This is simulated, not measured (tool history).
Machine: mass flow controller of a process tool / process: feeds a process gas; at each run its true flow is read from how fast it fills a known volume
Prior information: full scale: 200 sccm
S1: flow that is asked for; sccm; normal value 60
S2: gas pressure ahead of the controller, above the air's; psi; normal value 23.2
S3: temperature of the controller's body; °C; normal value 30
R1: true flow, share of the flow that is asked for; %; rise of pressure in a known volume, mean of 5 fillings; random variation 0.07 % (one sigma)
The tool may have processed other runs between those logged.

Run 1, hour 0.0: usual settings. Result: R1 97.70 %.
Run 2, hour 118.3: usual settings but S2 40.0 psi. Result: R1 98.49 %.
Run 3, hour 221.5: usual settings but S1 36 sccm. Result: R1 97.42 %.
Run 4, hour 293.0: usual settings but S1 36 sccm. Result: R1 97.34 %.
Run 5, hour 372.1: usual settings. Result: R1 97.83 %.
Run 6, hour 489.8: usual settings but S2 27.8 psi. Result: R1 97.87 %.
Run 7, hour 566.8: usual settings but S2 27.8 psi. Result: R1 97.90 %.
Run 8, hour 679.6: usual settings but S2 27.8 psi. Result: R1 97.97 %.
Run 9, hour 757.0: usual settings but S2 35.8 psi. Result: R1 98.41 %.
Run 10, hour 833.4: usual settings but S1 26 sccm, S2 35.8 psi. Result: R1 98.01 %.
Run 11, hour 991.3: usual settings but S1 26 sccm, S2 35.8 psi. Result: R1 97.82 %.
Run 12, hour 1075.4: usual settings. Result: R1 97.70 %.
Run 13, hour 1215.6: usual settings. Result: R1 97.68 %.
Run 14, hour 1306.8: usual settings. Result: R1 97.66 %.
Run 15, hour 1396.4: usual settings. Result: R1 97.81 %.
Run 16, hour 1514.8: usual settings. Result: R1 97.63 %.
Run 17, hour 1594.5: usual settings. Result: R1 97.80 %.
Run 18, hour 1748.4: usual settings. Result: R1 97.81 %.
Run 19, hour 1898.0: usual settings but S2 23.1 psi. Result: R1 97.64 %.
Run 20, hour 2051.0: usual settings but S2 23.1 psi. Result: R1 97.75 %.
Run 21, hour 2190.3: usual settings but S2 23.1 psi. Result: R1 97.81 %.
Run 22, hour 2348.5: usual settings but S2 23.1 psi. Result: R1 97.63 %.
Run 23, hour 2472.2: usual settings but S2 23.1 psi. Result: R1 97.68 %.
Run 24, hour 2624.4: usual settings but S2 23.1 psi. Result: R1 97.65 %.
Run 25, hour 2764.2: usual settings but S2 23.5 psi. Result: R1 97.76 %.
Run 26, hour 2871.9: usual settings but S1 22 sccm, S2 23.4 psi. Result: R1 97.26 %.
Run 27, hour 3012.9: usual settings but S1 54 sccm. Result: R1 97.51 %.
Run 28, hour 3115.6: usual settings but S1 81 sccm, S2 36.1 psi, S3 21 °C. Result: R1 98.92 %.
Run 29, hour 3192.5: usual settings but S1 81 sccm, S2 25.7 psi, S3 23 °C. Result: R1 98.47 %.
Run 30, hour 3336.9: usual settings but S1 170 sccm, S2 30.2 psi. Result: R1 99.51 %.
Run 31, hour 3468.4: usual settings but S1 82 sccm, S2 24.8 psi. Result: R1 98.00 %.
Run 32, hour 3536.3: usual settings but S1 82 sccm, S2 24.8 psi. Result: R1 98.10 %.
Run 33, hour 3632.3: usual settings but S1 82 sccm, S2 24.8 psi, S3 39 °C. Result: R1 97.89 %.
Run 34, hour 3784.5: usual settings but S1 111 sccm, S3 31 °C. Result: R1 98.32 %.
Run 35, hour 3879.7: usual settings but S1 111 sccm, S3 31 °C. Result: R1 98.30 %.
Run 36, hour 4025.9: usual settings but S1 35 sccm, S2 23.5 psi, S3 20 °C. Result: R1 97.82 %.
Run 37, hour 4156.1: usual settings but S1 35 sccm, S2 25.2 psi, S3 26 °C. Result: R1 97.53 %.
Run 38, hour 4220.7: usual settings but S1 49 sccm, S2 33.5 psi, S3 24 °C. Result: R1 98.28 %.
Run 39, hour 4353.7: usual settings but S1 49 sccm, S2 33.5 psi, S3 24 °C. Result: R1 98.21 %.
Run 40, hour 4476.4: usual settings but S1 101 sccm, S2 35.0 psi, S3 28 °C. Result: R1 98.76 %.
Run 41, hour 4592.2: usual settings but S2 32.8 psi, S3 21 °C. Result: R1 98.50 %.
Run 42, hour 4668.0: usual settings but S3 24 °C. Result: R1 97.88 %.
Run 43, hour 4816.1: usual settings but S3 24 °C. Result: R1 97.86 %.
Run 44, hour 4924.8: usual settings but S3 24 °C. Result: R1 97.98 %.
Run 45, hour 5053.6: usual settings but S1 120 sccm, S2 31.8 psi, S3 32 °C. Result: R1 98.83 %.
Run 46, hour 5166.6: usual settings but S1 140 sccm, S2 31.8 psi. Result: R1 99.08 %.
Run 47, hour 5304.9: usual settings but S1 31 sccm, S2 39.2 psi, S3 36 °C. Result: R1 97.89 %.
Run 48, hour 5385.1: usual settings but S1 43 sccm, S2 28.4 psi, S3 35 °C. Result: R1 97.50 %.
Run 49, hour 5476.3: usual settings but S1 23 sccm, S2 27.6 psi, S3 20 °C. Result: R1 97.64 %.

3 ways to go on from here, each from the tool as it stands after run 49. What would each give?
Run A, hour 5609.4: usual settings but S1 20 sccm, S2 27.6 psi. Result: R1 ?.
Run B, hour 5609.4: usual settings but S1 42 sccm, S2 27.4 psi, S3 20 °C. Result: R1 ?.
Run C, hour 5609.4: usual settings but S1 23 sccm, S2 33.6 psi, S3 25 °C. Result: R1 ?.

run     R1
  A  97.35
  B  97.91
  C  97.87
With no hidden state in the tool, these same runs would have given:
run     R1
  A  97.40
  B  97.94
  C  97.92
